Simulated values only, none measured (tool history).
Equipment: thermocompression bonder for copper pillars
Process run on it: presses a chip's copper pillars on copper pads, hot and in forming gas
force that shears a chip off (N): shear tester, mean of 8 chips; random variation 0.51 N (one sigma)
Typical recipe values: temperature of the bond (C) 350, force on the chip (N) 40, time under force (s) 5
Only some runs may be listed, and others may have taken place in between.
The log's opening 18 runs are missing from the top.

run    hour  temperature of the bond (C)  force on the chip (N)  time under force (s)  force that shears a chip off (N)
 19   700.9                          350                     40                     5                              44.8
 20   744.4                          350                     40                     5                              44.7
 21   770.5                          350                     39                    10                              54.9
 22   792.2                          323                     26                     7                              28.5
 23   837.8                          323                     26                     7                              29.3
 24     863                          350                     60                     5                              58.3
 25   910.2                          350                     60                     5                              58.4
 26   937.7                          366                     30                     5                              40.7
 27   971.6                          366                     30                     5                              40.3
 28  1022.8                          373                     59                     5                              65.5
     1050.9  -- forming gas filter changed
 29  1062.6                          373                     59                     5                              68.9
 30  1093.8                          373                     59                     5                              68.2
 31  1120.1                          373                     33                     5                              48.4
 32  1167.9                          373                     33                     5                              47.7
 33  1192.3                          373                     33                     5                              47.2
 34  1238.7                          373                     33                     5                              47.8
 35  1283.5                          374                     29                     6                                47

4 ways to go on from here, each from the tool as it stands after run 35. What would each give?
  A  1331.4                          375                     40                     6                                 ?
  B  1331.4                          332                     29                     4                                 ?
  C  1331.4                          358                     52                     3                                 ?
  D  1331.4                          374                     39                     5                                 ?

run  force that shears a chip off (N)
  A                              57.6
  B                              28.1
  C                              49.3
  D                              52.2
Stripped of hidden state, with their random variation kept, the same runs would have yielded:
run  force that shears a chip off (N)
  A                              54.5
  B                              25.4
  C                              45.9
  D                              49.1
